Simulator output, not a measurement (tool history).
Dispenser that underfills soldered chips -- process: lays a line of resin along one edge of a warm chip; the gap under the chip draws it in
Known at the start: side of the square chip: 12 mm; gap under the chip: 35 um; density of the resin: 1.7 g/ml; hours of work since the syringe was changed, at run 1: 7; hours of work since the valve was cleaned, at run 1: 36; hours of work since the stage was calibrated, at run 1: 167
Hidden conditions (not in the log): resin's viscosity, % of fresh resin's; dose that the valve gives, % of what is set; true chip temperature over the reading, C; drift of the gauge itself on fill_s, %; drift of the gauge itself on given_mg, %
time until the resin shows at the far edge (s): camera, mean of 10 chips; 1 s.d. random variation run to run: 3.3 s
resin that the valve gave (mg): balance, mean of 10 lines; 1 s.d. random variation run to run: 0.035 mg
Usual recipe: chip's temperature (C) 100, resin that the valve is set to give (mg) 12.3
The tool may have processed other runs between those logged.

run	day	chip's temperature (C)	resin that the valve is set to give (mg)	hours of work since the syringe was changed	hours of work since the valve was cleaned	hours of work since the stage was calibrated	time until the resin shows at the far edge (s)	resin that the valve gave (mg)
1	0.000	100	12.3	7	36	167	504.7	11.94
# day 0.133: new syringe of resin
2	0.204	100	12.3	1	39	170	368.9	11.89
3	0.408	100	10.7	4	42	173	462.9	10.34
4	0.558	100	10.7	7	45	176	542.5	10.26
# day 0.679: new syringe of resin
# day 0.842: dispensing valve cleaned and set on the balance
5	0.896	100	10.7	3	1	180	416.6	10.71
6	1.117	100	10.7	6	4	184	512.4	10.66
# day 1.262: new syringe of resin
7	1.283	100	10.7	0	7	186	362.5	10.63
8	1.500	100	10.7	4	10	190	445.0	10.62
9	1.721	100	12.9	7	14	194	518.1	12.82
# day 1.800: new syringe of resin
10	1.908	100	12.3	2	17	196	388.9	12.13
11	2.104	100	12.3	5	20	200	458.9	12.07
# day 2.329: new syringe of resin
12	2.329	90	13.2	0	24	203	550.1	12.94
13	2.562	91	12.3	4	27	207	646.1	12.06
14	2.825	91	14.9	8	32	211	807.1	14.50
# day 2.862: new syringe of resin
15	3.033	100	15.3	3	35	214	399.3	14.83
16	3.250	100	13.2	6	38	218	499.6	12.78
# day 3.400: new syringe of resin
17	3.462	114	13.2	1	42	221	204.0	12.79
18	3.654	100	11.9	4	45	224	453.6	11.44
19	3.829	100	10.9	7	48	227	548.2	10.46

Results per run with the tool's hidden condition removed, run-to-run variation unchanged:
run	time until the resin shows at the far edge (s)	resin that the valve gave (mg)
1	324.4	12.34
2	323.6	12.32
3	334.9	10.74
4	341.0	10.68
5	338.4	10.72
6	339.3	10.70
7	336.1	10.69
8	337.7	10.71
9	320.3	12.96
10	330.4	12.30
11	325.1	12.26
12	512.9	13.19
13	484.5	12.33
14	477.0	14.88
15	317.7	15.25
16	323.9	13.18
17	179.4	13.22
18	331.8	11.87
19	339.7	10.87
